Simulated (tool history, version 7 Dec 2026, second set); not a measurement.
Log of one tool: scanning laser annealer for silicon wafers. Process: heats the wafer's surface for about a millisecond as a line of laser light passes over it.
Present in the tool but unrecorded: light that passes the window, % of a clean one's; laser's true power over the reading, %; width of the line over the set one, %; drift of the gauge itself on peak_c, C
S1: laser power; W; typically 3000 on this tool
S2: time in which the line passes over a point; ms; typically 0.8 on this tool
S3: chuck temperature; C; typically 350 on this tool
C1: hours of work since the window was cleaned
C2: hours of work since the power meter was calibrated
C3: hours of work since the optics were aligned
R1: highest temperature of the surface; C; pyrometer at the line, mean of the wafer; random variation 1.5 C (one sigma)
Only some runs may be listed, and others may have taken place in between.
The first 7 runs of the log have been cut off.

run     day    S1     S2   S3   C1   C2   C3    R1
  8   2.392  3000   0.85  350  172  209  793  1117
  9   2.808  3000    0.8  342  176  213  798  1082
 10   3.121  3000    0.8  342  180  217  801  1085
 11   3.554  3000   0.61  350  184  221  806   983
 12   3.971  3000   0.61  350  189  225  810   983
 13   4.404  3000   0.61  350  193  230  815   984
 14   4.708  3000   0.61  350  196  233  818   983
 15   4.904  3000   0.61  350  198  235  820   982
 16   5.258  3000    0.8  380  202  239  823  1120
 17   5.662  3283    0.8  350  206  243  828  1171
 18   5.917  2626  0.882  338  209  246  830  1007
 19   6.229  2720  0.588  372  212  249  834   925
 20   6.458  2966  0.818  372  215  252  836  1111
 21   6.738  3000    0.8  357  218  254  839  1098
 22    6.95  3229  0.638  332  220  257  841  1038
 23   7.388  3229  0.638  332  224  261  846  1039
 24   7.742  3229  0.638  332  228  265  849  1036
 25   8.046  2617  0.851  332  231  268  853   987
 26   8.504  2739   0.81  332  236  273  857  1001
 27   8.954  3106  0.688  388  241  278  862  1094
 28   9.238  3106  0.688  388  244  281  865  1094
 29   9.442  3190  0.608  375  246  283  867  1053
 30   9.896  3269    0.8  336  251  288  872  1156
 31  10.112  3000  0.689  350  253  290  874  1030

Here are 5 independent what-if runs from the current tool condition. What would each one return?
  A  10.446  3000  0.736  350  256  293  878   ?
  B  10.446  2755  0.802  365  256  293  878   ?
  C  10.446  2902    0.8  319  256  293  878   ?
  D  10.446  2794  0.875  353  256  293  878   ?
  E  10.446  2744  0.689  350  256  293  878   ?

run    R1
  A  1057
  B  1037
  C  1032
  D  1071
  E   963
Had the tool no hidden state, the same runs would have come out as:
run    R1
  A  1057
  B  1037
  C  1033
  D  1072
  E   963
